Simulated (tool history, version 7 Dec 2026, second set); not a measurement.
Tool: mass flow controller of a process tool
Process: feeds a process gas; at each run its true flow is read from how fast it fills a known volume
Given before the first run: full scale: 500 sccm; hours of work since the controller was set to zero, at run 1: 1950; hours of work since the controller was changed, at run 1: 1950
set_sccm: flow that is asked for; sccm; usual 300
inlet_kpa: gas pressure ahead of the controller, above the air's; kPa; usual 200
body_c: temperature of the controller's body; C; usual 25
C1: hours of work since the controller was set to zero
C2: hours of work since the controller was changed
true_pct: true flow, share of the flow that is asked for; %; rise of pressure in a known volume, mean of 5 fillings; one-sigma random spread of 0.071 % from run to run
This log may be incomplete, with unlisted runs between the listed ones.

Run 1, hour 0: usual settings; C1 1950; C2 1950. Result: true_pct 100.81 %.
Run 2, hour 74.7: usual settings; C1 1987; C2 1987. Result: true_pct 100.65 %.
Run 3, hour 131.8: usual settings; C1 2014; C2 2014. Result: true_pct 100.7 %.
Run 4, hour 190.9: usual settings; C1 2043; C2 2043. Result: true_pct 100.79 %.
Run 5, hour 238.1: usual settings; C1 2066; C2 2066. Result: true_pct 100.88 %.
Run 6, hour 297.6: usual settings; C1 2095; C2 2095. Result: true_pct 100.77 %.
Run 7, hour 352.1: usual settings but inlet_kpa 153 kPa; C1 2122; C2 2122. Result: true_pct 101.18 %.
Run 8, hour 430.7: usual settings but inlet_kpa 153 kPa; C1 2160; C2 2160. Result: true_pct 101.08 %.
Run 9, hour 496.2: usual settings but body_c 23 C; C1 2192; C2 2192. Result: true_pct 100.99 %.
Run 10, hour 543.5: usual settings but body_c 23 C; C1 2216; C2 2216. Result: true_pct 101.02 %.
Run 11, hour 637.5: usual settings but body_c 23 C; C1 2261; C2 2261. Result: true_pct 101.18 %.
Run 12, hour 743.1: usual settings but body_c 23 C; C1 2313; C2 2313. Result: true_pct 101.17 %.
Run 13, hour 789.4: usual settings but set_sccm 67 sccm, body_c 23 C; C1 2336; C2 2336. Result: true_pct 103.11 %.
Run 14, hour 846.4: usual settings but set_sccm 67 sccm, body_c 23 C; C1 2364; C2 2364. Result: true_pct 103.07 %.
Run 15, hour 899.8: usual settings; C1 2390; C2 2390. Result: true_pct 100.87 %.
Run 16, hour 963.1: usual settings; C1 2420; C2 2420. Result: true_pct 100.99 %.
At hour 970.8: controller's zero set anew.
Run 17, hour 1027.4: usual settings; C1 28; C2 2452. Result: true_pct 101.54 %.
Run 18, hour 1131.6: usual settings but set_sccm 319 sccm, inlet_kpa 274 kPa, body_c 28 C; C1 79; C2 2503. Result: true_pct 100.79 %.
Run 19, hour 1234.4: usual settings but set_sccm 72 sccm, inlet_kpa 181 kPa, body_c 23 C; C1 129; C2 2553. Result: true_pct 105.42 %.
Run 20, hour 1288.8: usual settings but set_sccm 72 sccm, inlet_kpa 181 kPa, body_c 23 C; C1 155; C2 2579. Result: true_pct 105.5 %.
Run 21, hour 1394.4: usual settings but set_sccm 72 sccm, inlet_kpa 181 kPa, body_c 23 C; C1 207; C2 2631. Result: true_pct 105.63 %.
Run 22, hour 1445.2: usual settings but set_sccm 474 sccm, inlet_kpa 260 kPa; C1 232; C2 2656. Result: true_pct 101.16 %.
Run 23, hour 1497.3: usual settings but set_sccm 474 sccm, inlet_kpa 260 kPa; C1 257; C2 2681. Result: true_pct 101.18 %.
Run 24, hour 1602.7: usual settings but set_sccm 54 sccm, inlet_kpa 157 kPa, body_c 26 C; C1 309; C2 2733. Result: true_pct 107.26 %.
At hour 1655.1: controller's zero set anew, once more.
Run 25, hour 1664.4: usual settings but set_sccm 54 sccm, inlet_kpa 276 kPa, body_c 26 C; C1 5; C2 2763. Result: true_pct 99.4 %.
Run 26, hour 1712: usual settings but set_sccm 268 sccm, inlet_kpa 249 kPa, body_c 39 C; C1 28; C2 2786. Result: true_pct 98.78 %.
Run 27, hour 1821.8: usual settings but set_sccm 268 sccm, inlet_kpa 249 kPa, body_c 39 C; C1 81; C2 2840. Result: true_pct 98.78 %.
Run 28, hour 1927.5: usual settings but set_sccm 128 sccm, inlet_kpa 181 kPa, body_c 22 C; C1 133; C2 2891. Result: true_pct 100.49 %.
Run 29, hour 2032.8: usual settings but set_sccm 124 sccm, inlet_kpa 246 kPa, body_c 32 C; C1 184; C2 2943. Result: true_pct 99.19 %.
Run 30, hour 2129.4: usual settings but set_sccm 124 sccm, inlet_kpa 141 kPa, body_c 32 C; C1 232; C2 2990. Result: true_pct 100.16 %.
Run 31, hour 2184.8: usual settings but set_sccm 435 sccm, inlet_kpa 182 kPa, body_c 40 C; C1 259; C2 3017. Result: true_pct 99.63 %.
Run 32, hour 2298.1: usual settings but set_sccm 90 sccm, inlet_kpa 217 kPa, body_c 40 C; C1 314; C2 3072. Result: true_pct 98.89 %.
Run 33, hour 2349.8: usual settings but set_sccm 285 sccm, inlet_kpa 141 kPa, body_c 40 C; C1 339; C2 3097. Result: true_pct 99.56 %.

Consider 5 possible next runs. They are alternatives, not a sequence: every one starts from the tool as it was left by run 33. What does each give?
Run A, hour 2440.6: usual settings but set_sccm 285 sccm, inlet_kpa 265 kPa, body_c 27 C; C1 384; C2 3142. Result: true_pct ?.
Run B, hour 2440.6: usual settings but set_sccm 189 sccm; C1 384; C2 3142. Result: true_pct ?.
Run C, hour 2440.6: usual settings but set_sccm 223 sccm, inlet_kpa 207 kPa, body_c 24 C; C1 384; C2 3142. Result: true_pct ?.
Run D, hour 2440.6: usual settings but body_c 37 C; C1 384; C2 3142. Result: true_pct ?.
Run E, hour 2440.6: usual settings but set_sccm 88 sccm, inlet_kpa 199 kPa, body_c 40 C; C1 384; C2 3142. Result: true_pct ?.

run  true_pct
  A     99.86
  B    100.52
  C    100.46
  D     99.47
  E      99.2
Without the tool's unlogged condition, the same runs would have read:
run  true_pct
  A     98.69
  B     99.25
  C     99.24
  D      98.3
  E     97.61
